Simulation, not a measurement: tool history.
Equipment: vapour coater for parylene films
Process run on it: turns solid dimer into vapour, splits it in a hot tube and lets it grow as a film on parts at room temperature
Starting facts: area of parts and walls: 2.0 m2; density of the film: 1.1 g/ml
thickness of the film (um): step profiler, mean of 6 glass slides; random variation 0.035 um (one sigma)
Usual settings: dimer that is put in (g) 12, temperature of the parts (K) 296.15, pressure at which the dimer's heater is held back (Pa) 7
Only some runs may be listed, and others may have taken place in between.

| run | hour | dimer that is put in (g) | temperature of the parts (K) | pressure at which the dimer's heater is held back (Pa) | thickness of the film (um) |
|---|---|---|---|---|---|
| 1 | 0 | 12 | 296.15 | 7 | 3.3 |
| 2 | 30.3 | 12 | 296.15 | 7 | 3.26 |
| 3 | 78.8 | 12 | 296.15 | 7.12 | 3.19 |
|  | 123.1 | trap's valve overhauled |
| 4 | 124.2 | 12 | 296.15 | 7.12 | 2.93 |
| 5 | 174.4 | 12 | 296.15 | 7.12 | 2.92 |
|  | 227.6 | trap's valve overhauled, once more |
| 6 | 230 | 12 | 296.15 | 7.12 | 3.65 |
| 7 | 269.1 | 12 | 296.15 | 2.36 | 4.3 |
| 8 | 305.8 | 12 | 296.15 | 6.95 | 3.6 |
| 9 | 344.7 | 12 | 296.15 | 7 | 3.62 |
| 10 | 380.3 | 12 | 296.15 | 7 | 3.59 |
| 11 | 436 | 12 | 307.15 | 7 | 2.9 |
| 12 | 481.4 | 12 | 296.15 | 7 | 3.45 |
| 13 | 527 | 17 | 296.15 | 7 | 4.88 |
| 14 | 574.7 | 17 | 296.15 | 7 | 4.86 |
| 15 | 621.8 | 17 | 296.15 | 7 | 4.77 |
| 16 | 681.2 | 17 | 296.15 | 7 | 4.8 |
| 17 | 709.4 | 17 | 296.15 | 7 | 4.77 |
| 18 | 740.5 | 20 | 305.15 | 3.3 | 5.44 |
| 19 | 787.3 | 13 | 296.15 | 6.38 | 3.66 |
| 20 | 842.8 | 13 | 296.15 | 6.38 | 3.61 |
| 21 | 870.8 | 8 | 296.15 | 4.43 | 2.41 |
| 22 | 914.9 | 8 | 296.15 | 4.43 | 2.32 |
| 23 | 952.4 | 17 | 296.15 | 5.76 | 4.7 |
| 24 | 1012.4 | 9 | 291.15 | 7.59 | 2.56 |
|  | 1035.6 | trap's valve overhauled |
| 25 | 1062.5 | 20 | 289.15 | 5.21 | 7.02 |
| 26 | 1093.4 | 5 | 301.15 | 7.42 | 1.36 |
| 27 | 1141.1 | 5 | 301.15 | 7.42 | 1.38 |
| 28 | 1174 | 5 | 301.15 | 7.42 | 1.34 |
| 29 | 1225.6 | 11 | 290.15 | 2.53 | 4.28 |
| 30 | 1281.4 | 21 | 290.15 | 6.44 | 6.82 |
| 31 | 1318.2 | 21 | 290.15 | 6.44 | 6.85 |
| 32 | 1375.4 | 9 | 291.15 | 11.33 | 2.5 |
| 33 | 1406.6 | 9 | 291.15 | 11.33 | 2.56 |

Forecast each of these 4 alternatives for the next run:
| A | 1466.3 | 6 | 296.15 | 7 | ? |
| B | 1466.3 | 14 | 294.15 | 3.27 | ? |
| C | 1466.3 | 6 | 307.15 | 9.86 | ? |
| D | 1466.3 | 6 | 290.15 | 6.21 | ? |

| run | thickness of the film (um) |
|---|---|
| A | 1.69 |
| B | 4.61 |
| C | 1.33 |
| D | 1.94 |
Take away the tool's hidden state, keep each run's random variation, and the runs would have read:
| run | thickness of the film (um) |
|---|---|
| A | 1.82 |
| B | 4.98 |
| C | 1.43 |
| D | 2.09 |
